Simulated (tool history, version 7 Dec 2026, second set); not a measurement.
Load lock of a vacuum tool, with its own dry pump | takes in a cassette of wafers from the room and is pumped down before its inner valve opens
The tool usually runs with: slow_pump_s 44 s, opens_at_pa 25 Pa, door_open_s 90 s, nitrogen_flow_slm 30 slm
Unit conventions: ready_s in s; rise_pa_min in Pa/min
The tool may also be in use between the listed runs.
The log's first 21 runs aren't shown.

| run | day | slow_pump_s | opens_at_pa | door_open_s | nitrogen_flow_slm | incoming humidity of the room's air, % | ready_s | rise_pa_min |
|---|---|---|---|---|---|---|---|---|
| 22 | 76.458 | 44 | 25 | 82 | 30 | 45.3 | 63.2 | 0.251 |
| 23 | 80.408 | 26 | 33 | 231 | 18 | 44.2 | 47.2 | 0.297 |
| 24 | 84.179 | 32 | 47 | 35 | 11 | 46.5 | 51 | 0.263 |
| 25 | 87.888 | 39 | 20 | 90 | 4 | 49.8 | 59.8 | 0.304 |
| 26 | 90.446 | 44 | 34 | 165 | 19 | 44.6 | 62.5 | 0.312 |
| 27 | 92.692 | 44 | 34 | 165 | 19 | 46.3 | 62.8 | 0.3 |
| 28 | 95.667 | 44 | 19 | 50 | 19 | 46.6 | 64.5 | 0.267 |
| 29 | 98.483 | 44 | 19 | 50 | 19 | 39.9 | 64.1 | 0.281 |
| 30 | 101.633 | 35 | 35 | 101 | 9 | 43.8 | 54.6 | 0.309 |
| 31 | 105.35 | 35 | 32 | 27 | 9 | 43.1 | 55 | 0.283 |
| 32 | 107.862 | 35 | 32 | 27 | 22 | 44.4 | 55.3 | 0.29 |
| 33 | 110.021 | 35 | 24 | 154 | 22 | 47.1 | 56.3 | 0.327 |
| 34 | 112.279 | 25 | 50 | 90 | 23 | 44.6 | 45.3 | 0.312 |
| 35 | 114.629 | 47 | 50 | 151 | 4 | 47.1 | 63.8 | 0.369 |
| 36 | 117.062 | 47 | 50 | 151 | 4 | 45.2 | 63.7 | 0.368 |
| 37 | 119.671 | 47 | 35 | 82 | 4 | 42.4 | 64.9 | 0.34 |

What if the next run were any one of these 3? Each begins from the tool's condition after run 37:
| A | 123.329 | 87 | 25 | 60 | 16 | 45.7 | ? | ? |
| B | 123.329 | 61 | 25 | 234 | 30 | 46.9 | ? | ? |
| C | 123.329 | 28 | 25 | 90 | 30 | 44.5 | ? | ? |

| run | ready_s | rise_pa_min |
|---|---|---|
| A | 98.9 | 0.328 |
| B | 77.7 | 0.349 |
| C | 50.1 | 0.329 |
Without the tool's unlogged condition, the same runs would have read:
| run | ready_s | rise_pa_min |
|---|---|---|
| A | 98.6 | 0.033 |
| B | 77.3 | 0.058 |
| C | 49.5 | 0.032 |
